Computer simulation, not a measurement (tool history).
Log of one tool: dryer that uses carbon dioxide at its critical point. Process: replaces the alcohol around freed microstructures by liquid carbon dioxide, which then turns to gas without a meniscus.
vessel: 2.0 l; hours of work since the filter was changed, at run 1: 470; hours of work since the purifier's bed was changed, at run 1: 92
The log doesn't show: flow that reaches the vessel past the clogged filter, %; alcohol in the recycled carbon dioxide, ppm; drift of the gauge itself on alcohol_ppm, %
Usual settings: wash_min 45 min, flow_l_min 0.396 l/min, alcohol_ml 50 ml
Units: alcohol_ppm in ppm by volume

run,hour,wash_min,flow_l_min,alcohol_ml,hours of work since the filter was changed,hours of work since the purifier's bed was changed,alcohol_ppm
1,0.0,45,0.396,50,470,92,40
2,38.3,45,0.396,35,496,118,37
3,65.5,45,0.396,35,513,135,40
4,88.8,45,0.396,35,529,151,43
5,132.5,45,0.379,50,558,180,63
# hour 136.8: inlet filter changed
6,158.2,45,0.629,50,14,196,37
7,208.9,45,0.629,50,47,229,31
8,246.9,45,0.629,50,72,254,42
9,297.9,45,0.498,50,106,288,45
10,325.8,45,0.498,50,124,306,49
11,379.6,46,0.396,50,160,342,74
12,426.8,46,0.396,50,191,373,60
13,462.3,46,0.520,50,214,396,48
14,505.8,45,0.426,50,243,425,64
15,547.4,44,0.396,50,270,452,89
16,575.3,45,0.396,50,289,470,85
17,603.5,45,0.396,50,307,489,93
18,628.2,45,0.396,50,324,505,89
19,665.0,45,0.396,50,348,530,103
20,690.3,45,0.396,83,364,546,120
21,724.5,45,0.396,83,387,569,107
22,767.7,61,0.396,50,415,597,77
23,806.6,45,0.396,22,441,623,89
24,842.0,45,0.273,22,464,646,181
25,884.9,37,0.294,23,493,674,267
26,933.4,37,0.294,23,525,706,266
27,975.1,37,0.294,23,552,734,283
# hour 988.7: inlet filter changed
28,1021.1,37,0.294,23,21,763,226
29,1049.4,37,0.294,23,40,782,235
30,1080.9,41,0.244,50,61,803,539
31,1113.7,37,0.440,50,82,824,146
32,1158.5,70,0.389,59,112,854,106
33,1201.6,60,0.396,89,140,882,115
34,1250.1,59,0.321,50,172,914,127
35,1284.3,45,0.363,22,195,937,123
36,1317.2,34,0.314,26,216,958,312
37,1350.6,45,0.629,53,238,980,126
38,1393.8,27,0.241,30,267,1009,1269
39,1417.2,27,0.241,20,282,1024,880
40,1446.0,46,0.479,52,301,1043,127
41,1486.8,45,0.521,24,328,1070,130
42,1533.2,45,0.521,24,358,1100,136
43,1555.8,45,0.521,24,373,1115,128
44,1578.7,57,0.281,81,388,1130,223
45,1608.3,67,0.396,50,408,1150,145
46,1658.9,35,0.396,50,441,1183,251
47,1691.1,62,0.303,50,462,1204,166

4 ways to go on from here, each from the tool as it stands after run 47. What would each give?
A,1744.1,31,0.355,30,497,1239,?
B,1744.1,35,0.338,45,497,1239,?
C,1744.1,56,0.272,79,497,1239,?
D,1744.1,45,0.396,58,497,1239,?

run,alcohol_ppm
A,366
B,391
C,258
D,175
Without the tool's hidden state the same runs would have given:
run,alcohol_ppm
A,172
B,187
C,78
D,17
